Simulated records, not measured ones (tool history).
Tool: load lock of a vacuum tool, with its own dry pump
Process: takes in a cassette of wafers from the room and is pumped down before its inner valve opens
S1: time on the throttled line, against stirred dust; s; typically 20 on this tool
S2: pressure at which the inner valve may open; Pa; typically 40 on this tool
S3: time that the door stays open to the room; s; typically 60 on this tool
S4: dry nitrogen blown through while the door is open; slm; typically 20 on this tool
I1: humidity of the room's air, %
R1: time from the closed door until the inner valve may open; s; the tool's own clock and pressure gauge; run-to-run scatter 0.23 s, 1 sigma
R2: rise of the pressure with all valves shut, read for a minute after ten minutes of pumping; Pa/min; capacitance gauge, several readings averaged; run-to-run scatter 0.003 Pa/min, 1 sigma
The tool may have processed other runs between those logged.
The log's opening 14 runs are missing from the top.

run 15 hour=2620.1 | S1=20 S2=40 S3=60 S4=20 | I1=46.1 | R1=38.4 R2=0.105
run 16 hour=2871.3 | S1=20 S2=40 S3=60 S4=20 | I1=45.2 | R1=38.8 R2=0.104
run 17 hour=3082.7 | S1=20 S2=46 S3=60 S4=20 | I1=46.5 | R1=38 R2=0.115
run 18 hour=3213.2 | S1=20 S2=46 S3=57 S4=20 | I1=47.3 | R1=38.2 R2=0.115
run 19 hour=3375.2 | S1=14 S2=77 S3=46 S4=41 | I1=42.3 | R1=32.1 R2=0.103
run 20 hour=3593.6 | S1=14 S2=77 S3=46 S4=41 | I1=47.9 | R1=32.1 R2=0.11
run 21 hour=3778.5 | S1=14 S2=77 S3=30 S4=41 | I1=49.8 | R1=32.2 R2=0.113
run 22 hour=4030.4 | S1=12 S2=46 S3=63 S4=20 | I1=45.6 | R1=32.6 R2=0.131
run 23 hour=4203.8 | S1=13 S2=49 S3=60 S4=33 | I1=43.6 | R1=33 R2=0.125

Estimate the outcome of run 24 from the log above:
run 24 hour=4430.5 | S1=28 S2=49 S3=60 S4=13 | I1=44.1 | R1=? R2=?

{"run 24": {"R1": 44, "R2": 0.139}}
Take away the tool's hidden state, keep the run-to-run variation as it was, and the same run would have given R1 43.6 s, R2 0.025 Pa/min.

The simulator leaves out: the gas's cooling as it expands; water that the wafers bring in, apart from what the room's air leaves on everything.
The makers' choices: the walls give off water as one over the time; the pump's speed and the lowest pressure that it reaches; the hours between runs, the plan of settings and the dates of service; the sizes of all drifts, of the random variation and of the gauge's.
